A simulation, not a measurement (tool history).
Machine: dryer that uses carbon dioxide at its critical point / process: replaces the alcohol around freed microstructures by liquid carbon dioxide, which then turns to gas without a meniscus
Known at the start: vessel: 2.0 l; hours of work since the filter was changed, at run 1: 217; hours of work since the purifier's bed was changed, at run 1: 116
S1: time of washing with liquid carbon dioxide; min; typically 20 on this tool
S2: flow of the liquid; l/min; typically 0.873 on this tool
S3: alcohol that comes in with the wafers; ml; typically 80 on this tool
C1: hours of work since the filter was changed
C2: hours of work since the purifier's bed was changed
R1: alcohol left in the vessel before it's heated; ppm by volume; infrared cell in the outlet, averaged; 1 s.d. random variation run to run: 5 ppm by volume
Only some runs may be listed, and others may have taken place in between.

run    hour  S1     S2   S3   C1   C2   R1
  1       0  20  0.873   80  217  116   32
  2    69.6  20  0.873   52  254  152   39
  3   117.4  20  0.873   52  279  178   39
  4   157.7  20  0.873   31  300  199   42
  5   195.4  20  0.873   31  320  219   29
  6   234.7  20  0.873   96  341  239   64
  7   265.8  20  0.873   96  357  256   57
  8   299.7  20  0.873   96  375  274   59
  9     367  20  0.873   96  411  309   72
 10   402.8  20  0.873   96  430  328   60
 11   464.7  20  0.873   96  462  361   86
      505.5  -- inlet filter changed
 12   508.9  20  0.911   80    2  383   53
 13   569.9  20  1.223   80   34  415   51
 14   617.4  22  0.873   29   59  440   60
 15   670.2  22  0.873   29   87  468   61
 16   716.1  22  0.873   29  111  492   64
 17   782.8  22  0.873   29  146  528   71
 18   824.3  32  0.873   80  168  549   67
 19   881.2  20  0.873   23  198  579   73
 20   915.5  20  0.873   23  216  598   74
      940.6  -- purifier's bed changed
 21   986.3  17  0.692  102  252   24  286
 22  1019.5  17  0.692  102  269   42  291
 23  1052.4  20  1.188   32  287   59   18
 24  1086.2  26  0.873   21  304   77    8

Alternative continuations, all from the tool just after run 24; predict every row:
  A  1146.4  14  0.675  24  336  108   ?
  B  1146.4  16  1.295  38  336  108   ?
  C  1146.4  20  1.182  43  336  108   ?
  D  1146.4  26  1.076  45  336  108   ?

run   R1
  A  218
  B   28
  C   16
  D   26
With the hidden condition removed and each run's random variation left untouched, the same runs would have given:
run   R1
  A  131
  B   12
  C    2
  D   13

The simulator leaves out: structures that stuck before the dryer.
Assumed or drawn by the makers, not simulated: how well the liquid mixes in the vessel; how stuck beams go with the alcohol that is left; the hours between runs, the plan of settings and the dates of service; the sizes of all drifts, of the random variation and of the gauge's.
